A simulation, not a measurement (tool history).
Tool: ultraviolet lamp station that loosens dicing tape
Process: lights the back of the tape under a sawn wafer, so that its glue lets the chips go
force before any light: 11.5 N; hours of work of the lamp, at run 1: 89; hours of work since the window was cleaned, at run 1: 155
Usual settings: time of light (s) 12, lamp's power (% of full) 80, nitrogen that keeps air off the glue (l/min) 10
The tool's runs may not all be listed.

run,hour,time of light (s),lamp's power (% of full),nitrogen that keeps air off the glue (l/min),hours of work of the lamp,hours of work since the window was cleaned,force that peels the tape off (N),light that reached the tape (J/m2)
1,0,12,80,10,89,155,0.244,3250
2,15.5,12,80,10,98,164,0.254,3250
3,29.1,12,80,10,105,172,0.247,3220
4,52.7,12,80,10,119,185,0.27,3180
5,83.4,12,80,10,136,202,0.281,3120
6,110.8,12,80,10,151,217,0.3,3090
# hour 120.6: window cleaned of glue's vapour
7,129.2,12,100,10,161,5,0.144,4270
8,148.3,12,80,5,172,16,0.473,3400
9,166.1,12,80,10,182,25,0.218,3390
10,182.8,12,66,10,191,35,0.39,2730
11,197.5,12,66,10,199,43,0.41,2760
12,221,12,66,10,213,56,0.419,2690
13,241.2,6,80,10,224,67,1.371,1630
14,253.7,12,80,7,231,74,0.357,3210
15,278.3,12,80,12,245,88,0.222,3170
16,306.3,12,80,12,260,104,0.223,3180
17,319.8,12,80,12,268,111,0.226,3150
18,348.6,12,80,12,284,128,0.24,3070
19,367.5,12,80,12,295,138,0.249,3040
20,388,12,80,10,306,150,0.298,3030
21,401.1,12,80,10,313,157,0.301,3000
22,413.6,12,81,13,320,164,0.234,3030
23,440.9,11,93,4,336,179,0.729,3100
24,469.6,11,93,4,352,195,0.767,3100
25,488.7,11,93,4,362,206,0.755,3030
26,507,11,93,4,373,216,0.815,3030
# hour 517.3: window cleaned of glue's vapour
27,537.2,11,93,4,389,11,0.617,3260
28,561.2,11,93,4,403,25,0.636,3330
29,583.2,12,80,16,415,37,0.193,3020
30,596.3,12,80,16,422,44,0.195,3050
31,618.4,12,80,16,435,57,0.204,3050
32,631.9,12,80,16,442,64,0.191,2990
33,654.9,16,89,5,455,77,0.217,4360
34,669.9,22,62,16,463,85,0.113,4120
35,700.5,10,68,14,481,103,0.64,2080
36,729.8,11,91,11,497,119,0.292,2960

Run 37 comes next. What will it give?
37,753.9,7,74,9,511,132,?,?

{"run 37": {"force that peels the tape off (N)": 1.732, "light that reached the tape (J/m2)": 1520}}
Without the tool's hidden state the same run would have given force that peels the tape off (N) 0.976, light that reached the tape (J/m2) 2010.
